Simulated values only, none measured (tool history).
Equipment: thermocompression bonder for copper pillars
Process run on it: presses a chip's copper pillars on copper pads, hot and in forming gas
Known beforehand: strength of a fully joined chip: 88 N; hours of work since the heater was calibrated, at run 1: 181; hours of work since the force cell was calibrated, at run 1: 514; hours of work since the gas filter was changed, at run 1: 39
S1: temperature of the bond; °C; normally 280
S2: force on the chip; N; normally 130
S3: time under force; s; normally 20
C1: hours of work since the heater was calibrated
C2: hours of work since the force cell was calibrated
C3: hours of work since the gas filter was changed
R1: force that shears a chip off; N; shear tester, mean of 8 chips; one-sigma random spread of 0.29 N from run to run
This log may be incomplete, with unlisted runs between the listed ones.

Run 1, hour 0.0: usual settings; C1 181; C2 514; C3 39. Result: R1 46.6 N.
Run 2, hour 37.0: usual settings; C1 201; C2 534; C3 59. Result: R1 46.6 N.
Run 3, hour 100.9: usual settings; C1 236; C2 569; C3 94. Result: R1 46.8 N.
Run 4, hour 162.3: usual settings; C1 269; C2 602; C3 127. Result: R1 47.4 N.
Run 5, hour 200.4: usual settings; C1 290; C2 623; C3 148. Result: R1 47.5 N.
Run 6, hour 241.6: usual settings; C1 312; C2 645; C3 170. Result: R1 47.5 N.
Run 7, hour 275.7: usual settings but S1 292 °C; C1 331; C2 663; C3 189. Result: R1 53.6 N.
Run 8, hour 310.5: usual settings but S1 292 °C; C1 350; C2 682; C3 208. Result: R1 53.3 N.
Run 9, hour 352.4: usual settings but S2 140 N, S3 10 s; C1 372; C2 705; C3 230. Result: R1 38.7 N.
Run 10, hour 399.7: usual settings but S1 251 °C, S2 104 N, S3 49 s; C1 398; C2 731; C3 256. Result: R1 40.6 N.
Run 11, hour 446.6: usual settings but S1 266 °C, S3 23 s; C1 424; C2 756; C3 282. Result: R1 41.8 N.
Run 12, hour 480.6: usual settings but S2 80 N; C1 442; C2 775; C3 300. Result: R1 38.5 N.
Run 13, hour 524.3: usual settings but S1 268 °C, S2 105 N, S3 13 s; C1 466; C2 799; C3 324. Result: R1 31.8 N.
Run 14, hour 581.2: usual settings but S1 266 °C, S2 105 N, S3 26 s; C1 497; C2 829; C3 355. Result: R1 40.2 N.
Run 15, hour 623.7: usual settings but S1 266 °C, S2 105 N, S3 26 s; C1 520; C2 853; C3 378. Result: R1 40.4 N.

Measured result minus the same run's result without the hidden state. Both carry the same run-to-run variation, though not necessarily the same gauge scatter:
Hidden state present: true temperature of the bond over the reading, C; force that reaches the chip, % of what is set; oxide that the forming gas leaves, % of the face; drift of the gauge itself on shear_n, %.
run    R1
  1  +1.1
  2  +1.2
  3  +1.3
  4  +1.4
  5  +1.4
  6  +1.5
  7  +1.2
  8  +1.2
  9  +1.5
 10  +2.0
 11  +1.8
 12  +1.7
 13  +1.9
 14  +2.0
 15  +2.1

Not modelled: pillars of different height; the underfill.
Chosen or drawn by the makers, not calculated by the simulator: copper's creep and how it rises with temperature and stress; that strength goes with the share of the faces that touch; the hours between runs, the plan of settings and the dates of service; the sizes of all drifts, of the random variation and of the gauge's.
